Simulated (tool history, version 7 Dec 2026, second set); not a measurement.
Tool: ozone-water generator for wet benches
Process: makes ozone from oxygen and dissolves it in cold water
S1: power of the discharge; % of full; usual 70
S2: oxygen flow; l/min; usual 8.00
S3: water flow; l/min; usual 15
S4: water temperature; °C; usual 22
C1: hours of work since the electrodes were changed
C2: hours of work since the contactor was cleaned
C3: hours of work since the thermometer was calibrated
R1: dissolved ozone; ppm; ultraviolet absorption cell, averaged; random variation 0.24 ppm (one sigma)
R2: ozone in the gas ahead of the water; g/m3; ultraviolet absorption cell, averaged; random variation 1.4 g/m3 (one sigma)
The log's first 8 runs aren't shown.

| run | hour | S1 | S2 | S3 | S4 | C1 | C2 | C3 | R1 | R2 |
|---|---|---|---|---|---|---|---|---|---|---|
| 9 | 847.6 | 70 | 5.37 | 15 | 22 | 2003 | 554 | 3048 | 37.9 | 328.0 |
| 10 | 951.7 | 70 | 5.37 | 21 | 22 | 2074 | 624 | 3118 | 30.3 | 330.9 |
| 11 | 1052.8 | 70 | 5.37 | 21 | 22 | 2142 | 692 | 3186 | 29.8 | 327.8 |
| 12 | 1125.6 | 70 | 5.37 | 21 | 22 | 2191 | 742 | 3236 | 29.6 | 327.0 |
| 13 | 1185.5 | 70 | 5.37 | 21 | 22 | 2232 | 782 | 3276 | 30.2 | 328.8 |
| 14 | 1261.0 | 70 | 5.37 | 21 | 22 | 2283 | 833 | 3327 | 30.3 | 326.7 |
| 15 | 1323.0 | 70 | 5.37 | 21 | 22 | 2325 | 875 | 3369 | 29.7 | 328.6 |
| 16 | 1428.3 | 70 | 8.00 | 15 | 15 | 2396 | 946 | 3440 | 42.4 | 269.0 |
| 17 | 1502.6 | 70 | 8.00 | 15 | 15 | 2446 | 996 | 3490 | 42.4 | 267.8 |
| 18 | 1587.5 | 70 | 8.62 | 11 | 27 | 2503 | 1054 | 3548 | 38.1 | 260.2 |
| 19 | 1718.8 | 70 | 8.62 | 11 | 27 | 2592 | 1143 | 3637 | 37.9 | 256.9 |
| 20 | 1779.5 | 98 | 8.62 | 11 | 17 | 2633 | 1184 | 3677 | 63.9 | 346.0 |
| 21 | 1920.6 | 84 | 5.38 | 9 | 16 | 2728 | 1279 | 3773 | 68.7 | 379.8 |
| 22 | 1985.2 | 84 | 4.45 | 9 | 16 | 2772 | 1323 | 3817 | 71.2 | 421.5 |
| 23 | 2080.3 | 84 | 4.45 | 9 | 16 | 2836 | 1387 | 3881 | 70.8 | 418.9 |
| 24 | 2205.4 | 99 | 4.45 | 9 | 19 | 2921 | 1471 | 3965 | 78.0 | 481.8 |
| 25 | 2340.6 | 91 | 11.84 | 15 | 15 | 3012 | 1563 | 4057 | 50.4 | 278.0 |
| 26 | 2475.1 | 50 | 9.81 | 23 | 22 | 3103 | 1654 | 4148 | 20.5 | 179.0 |
| 27 | 2552.8 | 91 | 9.81 | 12 | 18 | 3156 | 1706 | 4200 | 54.8 | 305.1 |
| 28 | 2648.9 | 70 | 10.39 | 15 | 22 | 3221 | 1771 | 4265 | 35.2 | 235.0 |
| 29 | 2732.8 | 70 | 10.39 | 15 | 22 | 3277 | 1828 | 4322 | 35.5 | 235.6 |
| 30 | 2812.7 | 70 | 10.39 | 9 | 28 | 3331 | 1882 | 4376 | 37.9 | 231.5 |
| 31 | 2934.6 | 72 | 7.27 | 11 | 17 | 3414 | 1964 | 4458 | 50.5 | 285.2 |
| 32 | 3026.6 | 72 | 5.23 | 11 | 17 | 3476 | 2026 | 4520 | 53.1 | 336.4 |
| 33 | 3135.4 | 42 | 8.53 | 11 | 17 | 3549 | 2100 | 4594 | 30.5 | 163.4 |

4 ways to go on from here, each from the tool as it stands after run 33. What would each give?
| A | 3198.7 | 45 | 8.00 | 15 | 17 | 3592 | 2143 | 4637 | ? | ? |
| B | 3198.7 | 93 | 8.00 | 15 | 18 | 3592 | 2143 | 4637 | ? | ? |
| C | 3198.7 | 65 | 8.53 | 11 | 17 | 3592 | 2143 | 4637 | ? | ? |
| D | 3198.7 | 70 | 8.00 | 15 | 16 | 3592 | 2143 | 4637 | ? | ? |

| run | R1 | R2 |
|---|---|---|
| A | 27.7 | 178.2 |
| B | 51.5 | 340.0 |
| C | 45.6 | 242.2 |
| D | 41.7 | 265.3 |
Without the tool's hidden state the same runs would have given:
| run | R1 | R2 |
|---|---|---|
| A | 27.7 | 182.4 |
| B | 51.6 | 348.2 |
| C | 45.7 | 247.9 |
| D | 41.8 | 271.6 |

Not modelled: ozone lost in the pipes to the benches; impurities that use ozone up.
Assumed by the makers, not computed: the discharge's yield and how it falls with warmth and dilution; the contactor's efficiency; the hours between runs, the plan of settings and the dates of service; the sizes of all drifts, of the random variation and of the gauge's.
